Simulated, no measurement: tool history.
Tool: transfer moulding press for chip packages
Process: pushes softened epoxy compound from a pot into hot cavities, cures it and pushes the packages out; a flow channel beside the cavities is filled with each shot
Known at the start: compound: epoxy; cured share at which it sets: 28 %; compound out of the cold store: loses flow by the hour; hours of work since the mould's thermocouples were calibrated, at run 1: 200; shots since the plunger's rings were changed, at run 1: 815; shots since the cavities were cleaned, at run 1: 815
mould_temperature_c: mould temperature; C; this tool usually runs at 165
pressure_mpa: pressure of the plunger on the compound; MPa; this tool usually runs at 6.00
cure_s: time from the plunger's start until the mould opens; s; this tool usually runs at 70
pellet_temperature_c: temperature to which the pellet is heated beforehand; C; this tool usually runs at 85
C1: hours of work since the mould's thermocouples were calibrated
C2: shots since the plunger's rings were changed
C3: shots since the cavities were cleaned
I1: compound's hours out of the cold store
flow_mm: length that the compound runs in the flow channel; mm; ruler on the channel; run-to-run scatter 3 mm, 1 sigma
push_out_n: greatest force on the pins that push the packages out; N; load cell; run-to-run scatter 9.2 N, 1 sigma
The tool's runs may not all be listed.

Run 1, hour 0.0: usual settings; C1 200; C2 815; C3 815; I1 15.4. Result: flow_mm 609 mm, push_out_n 768 N.
At hour 18.9: cavities cleaned with cleaning compound and waxed.
Run 2, hour 50.0: usual settings; C1 225; C2 1363; C3 352; I1 15.9. Result: flow_mm 604 mm, push_out_n 655 N.
At hour 106.3: cavities cleaned with cleaning compound and waxed.
Run 3, hour 108.1: usual settings; C1 254; C2 2002; C3 21; I1 24.0. Result: flow_mm 564 mm, push_out_n 442 N.
Run 4, hour 153.1: usual settings; C1 277; C2 2510; C3 529; I1 20.3. Result: flow_mm 582 mm, push_out_n 722 N.
At hour 192.7: cavities cleaned with cleaning compound and waxed.
Run 5, hour 199.1: usual settings; C1 300; C2 3012; C3 72; I1 37.0. Result: flow_mm 532 mm, push_out_n 482 N.
Run 6, hour 231.6: usual settings; C1 316; C2 3380; C3 440; I1 26.7. Result: flow_mm 557 mm, push_out_n 676 N.
Run 7, hour 270.8: usual settings; C1 336; C2 3822; C3 882; I1 17.6. Result: flow_mm 577 mm, push_out_n 766 N.
At hour 279.2: cavities cleaned with cleaning compound and waxed.
At hour 318.4: plunger's sealing rings changed.
Run 8, hour 322.9: usual settings; C1 361; C2 52; C3 466; I1 19.7. Result: flow_mm 591 mm, push_out_n 701 N.
Run 9, hour 360.1: usual settings; C1 380; C2 472; C3 886; I1 42.2. Result: flow_mm 514 mm, push_out_n 712 N.
At hour 369.4: cavities cleaned with cleaning compound and waxed.
Run 10, hour 409.9: usual settings; C1 405; C2 1017; C3 458; I1 39.9. Result: flow_mm 522 mm, push_out_n 646 N.
Run 11, hour 441.4: usual settings; C1 421; C2 1373; C3 814; I1 40.7. Result: flow_mm 514 mm, push_out_n 711 N.
At hour 457.4: cavities cleaned with cleaning compound and waxed.
Run 12, hour 499.0: usual settings but pellet_temperature_c 91 C; C1 450; C2 2006; C3 470; I1 39.2. Result: flow_mm 519 mm, push_out_n 649 N.
At hour 547.0: cavities cleaned with cleaning compound and waxed.
Run 13, hour 552.7: usual settings but pressure_mpa 4.74 MPa; C1 477; C2 2596; C3 65; I1 10.6. Result: flow_mm 550 mm, push_out_n 508 N.
At hour 571.7: mould's thermocouples calibrated.
Run 14, hour 595.6: usual settings but pressure_mpa 6.71 MPa, pellet_temperature_c 79 C; C1 12; C2 3058; C3 527; I1 17.6. Result: flow_mm 625 mm, push_out_n 748 N.
At hour 636.0: cavities cleaned with cleaning compound and waxed.
Run 15, hour 652.1: usual settings but pressure_mpa 6.71 MPa, pellet_temperature_c 79 C; C1 41; C2 3678; C3 181; I1 34.0. Result: flow_mm 568 mm, push_out_n 578 N.
Run 16, hour 706.0: usual settings but pressure_mpa 6.17 MPa, pellet_temperature_c 86 C; C1 68; C2 4288; C3 791; I1 41.4. Result: flow_mm 511 mm, push_out_n 758 N.
At hour 713.7: plunger's sealing rings changed.
At hour 725.4: cavities cleaned with cleaning compound and waxed.
Run 17, hour 754.8: usual settings but pressure_mpa 6.17 MPa, pellet_temperature_c 86 C; C1 91; C2 448; C3 333; I1 13.3. Result: flow_mm 623 mm, push_out_n 642 N.
At hour 815.8: cavities cleaned with cleaning compound and waxed.
Run 18, hour 818.9: usual settings but mould_temperature_c 171 C, pressure_mpa 7.00 MPa; C1 123; C2 1154; C3 35; I1 28.4. Result: flow_mm 593 mm, push_out_n 385 N.

Estimate the outcome of run 19 from the log above:
Run 19, hour 845.8: usual settings but mould_temperature_c 171 C, pressure_mpa 7.00 MPa, cure_s 90 s, pellet_temperature_c 83 C; C1 137; C2 1458; C3 339; I1 34.7. Result: flow_mm ?, push_out_n ?.

flow_mm: 570 mm
push_out_n: 549 N
Take away the tool's hidden state, keep the run-to-run variation as it was, and the same run would have given flow_mm 577 mm, push_out_n 358 N.

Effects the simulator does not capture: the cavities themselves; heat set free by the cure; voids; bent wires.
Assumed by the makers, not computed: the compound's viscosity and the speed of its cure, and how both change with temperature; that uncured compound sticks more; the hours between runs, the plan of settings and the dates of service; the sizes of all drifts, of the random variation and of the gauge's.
